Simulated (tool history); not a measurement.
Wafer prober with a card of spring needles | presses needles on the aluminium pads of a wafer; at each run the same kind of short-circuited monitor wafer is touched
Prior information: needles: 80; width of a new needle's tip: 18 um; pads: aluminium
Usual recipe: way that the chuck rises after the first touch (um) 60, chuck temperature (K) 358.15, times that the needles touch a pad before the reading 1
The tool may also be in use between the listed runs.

| run | hour | way that the chuck rises after the first touch (um) | chuck temperature (K) | times that the needles touch a pad before the reading | resistance of one needle with its contact and lead (mohm) | way that a needle slides on the pad (um) |
|---|---|---|---|---|---|---|
| 1 | 0 | 60 | 358.15 | 1 | 374 | 14.41 |
|  | 1 | tips cleaned on abrasive film |
| 2 | 7.9 | 60 | 333.15 | 1 | 372 | 14.59 |
|  | 10.6 | tips cleaned on abrasive film |
|  | 19.6 | tips cleaned on abrasive film |
| 3 | 25.6 | 60 | 358.15 | 1 | 367 | 14.26 |
|  | 28.8 | tips cleaned on abrasive film |
|  | 37.8 | tips cleaned on abrasive film |
| 4 | 42.5 | 60 | 358.15 | 1 | 361 | 14.41 |
|  | 47.2 | tips cleaned on abrasive film |
|  | 56.4 | tips cleaned on abrasive film |
| 5 | 56.4 | 60 | 358.15 | 1 | 305 | 14.09 |
|  | 65.6 | tips cleaned on abrasive film |
| 6 | 70.3 | 60 | 358.15 | 1 | 359 | 14.52 |
|  | 74.5 | tips cleaned on abrasive film |
| 7 | 78.9 | 60 | 358.15 | 1 | 353 | 14.37 |
|  | 84.2 | tips cleaned on abrasive film |
|  | 93.2 | tips cleaned on abrasive film |
| 8 | 95.8 | 60 | 358.15 | 1 | 346 | 14.58 |
|  | 103.3 | tips cleaned on abrasive film |
| 9 | 104.2 | 60 | 358.15 | 2 | 313 | 14.13 |
|  | 112.3 | tips cleaned on abrasive film |
| 10 | 119.7 | 60 | 358.15 | 2 | 350 | 14.14 |
|  | 122.3 | tips cleaned on abrasive film |
|  | 131.9 | tips cleaned on abrasive film |
| 11 | 137 | 60 | 358.15 | 1 | 380 | 14.35 |
|  | 141.4 | tips cleaned on abrasive film |
| 12 | 149.7 | 60 | 358.15 | 1 | 385 | 13.83 |
|  | 151.4 | tips cleaned on abrasive film |
| 13 | 160 | 60 | 358.15 | 1 | 396 | 14.03 |
|  | 161.7 | tips cleaned on abrasive film |
|  | 171.4 | tips cleaned on abrasive film |
| 14 | 175 | 80 | 358.15 | 1 | 318 | 19.42 |
|  | 180.4 | tips cleaned on abrasive film |
| 15 | 184.2 | 56 | 358.15 | 1 | 382 | 13.07 |
|  | 189.9 | tips cleaned on abrasive film |
|  | 200 | tips cleaned on abrasive film |
| 16 | 200.5 | 56 | 358.15 | 1 | 327 | 12.74 |
|  | 209.3 | tips cleaned on abrasive film |
| 17 | 209.3 | 56 | 358.15 | 1 | 322 | 12.93 |
|  | 218.5 | tips cleaned on abrasive film |
| 18 | 226 | 73 | 325.15 | 1 | 349 | 17.4 |
|  | 227.3 | tips cleaned on abrasive film |
|  | 234.4 | height of the first contact set anew |
|  | 237.1 | tips cleaned on abrasive film |
| 19 | 238.3 | 73 | 325.15 | 1 | 311 | 16.03 |
|  | 246.5 | tips cleaned on abrasive film |
| 20 | 254.3 | 73 | 325.15 | 1 | 362 | 15.96 |
|  | 256.1 | tips cleaned on abrasive film |
| 21 | 264.7 | 60 | 303.15 | 2 | 369 | 12.15 |
|  | 265.8 | tips cleaned on abrasive film |
|  | 275.2 | tips cleaned on abrasive film |
| 22 | 275.7 | 60 | 303.15 | 2 | 300 | 12.3 |
| 23 | 283.4 | 49 | 329.15 | 1 | 535 | 9.29 |
|  | 284.3 | tips cleaned on abrasive film |
|  | 293.2 | tips cleaned on abrasive film |
| 24 | 301.6 | 49 | 329.15 | 1 | 557 | 9.25 |
|  | 302.7 | tips cleaned on abrasive film |
| 25 | 310 | 65 | 358.15 | 3 | 336 | 13.24 |
|  | 312.5 | tips cleaned on abrasive film |
| 26 | 320.4 | 65 | 358.15 | 3 | 336 | 13.45 |
|  | 322 | tips cleaned on abrasive film |
|  | 324.6 | height of the first contact set anew, once more |
|  | 331.9 | tips cleaned on abrasive film |
| 27 | 337.2 | 65 | 358.15 | 3 | 312 | 17.17 |
|  | 341.2 | tips cleaned on abrasive film |
| 28 | 346.2 | 60 | 358.15 | 1 | 349 | 15.88 |
|  | 351.3 | tips cleaned on abrasive film |
| 29 | 357.4 | 60 | 358.15 | 2 | 337 | 16.16 |
|  | 360.6 | tips cleaned on abrasive film |
|  | 369.7 | tips cleaned on abrasive film |
| 30 | 370 | 62 | 358.15 | 1 | 302 | 16.6 |
|  | 380.1 | tips cleaned on abrasive film |
| 31 | 388.3 | 62 | 358.15 | 1 | 374 | 16.69 |
|  | 389.7 | tips cleaned on abrasive film |
|  | 398.9 | tips cleaned on abrasive film |
| 32 | 403.6 | 73 | 358.15 | 1 | 330 | 19.45 |
|  | 408.1 | tips cleaned on abrasive film |
| 33 | 413.2 | 73 | 358.15 | 1 | 336 | 19.55 |

Branching from run 33: 3 alternative next runs. What would each branch give?
|  | 418.6 | tips cleaned on abrasive film |
| A | 426.6 | 60 | 316.15 | 1 | ? | ? |
|  | 418.6 | tips cleaned on abrasive film |
| B | 426.6 | 73 | 303.15 | 2 | ? | ? |
|  | 418.6 | tips cleaned on abrasive film |
| C | 426.6 | 77 | 358.15 | 1 | ? | ? |

| run | resistance of one needle with its contact and lead (mohm) | way that a needle slides on the pad (um) |
|---|---|---|
| A | 375 | 15.94 |
| B | 308 | 19.53 |
| C | 335 | 20.39 |
Without the tool's unlogged condition, the same runs would have read:
| run | resistance of one needle with its contact and lead (mohm) | way that a needle slides on the pad (um) |
|---|---|---|
| A | 279 | 16.27 |
| B | 266 | 19.86 |
| C | 279 | 20.72 |

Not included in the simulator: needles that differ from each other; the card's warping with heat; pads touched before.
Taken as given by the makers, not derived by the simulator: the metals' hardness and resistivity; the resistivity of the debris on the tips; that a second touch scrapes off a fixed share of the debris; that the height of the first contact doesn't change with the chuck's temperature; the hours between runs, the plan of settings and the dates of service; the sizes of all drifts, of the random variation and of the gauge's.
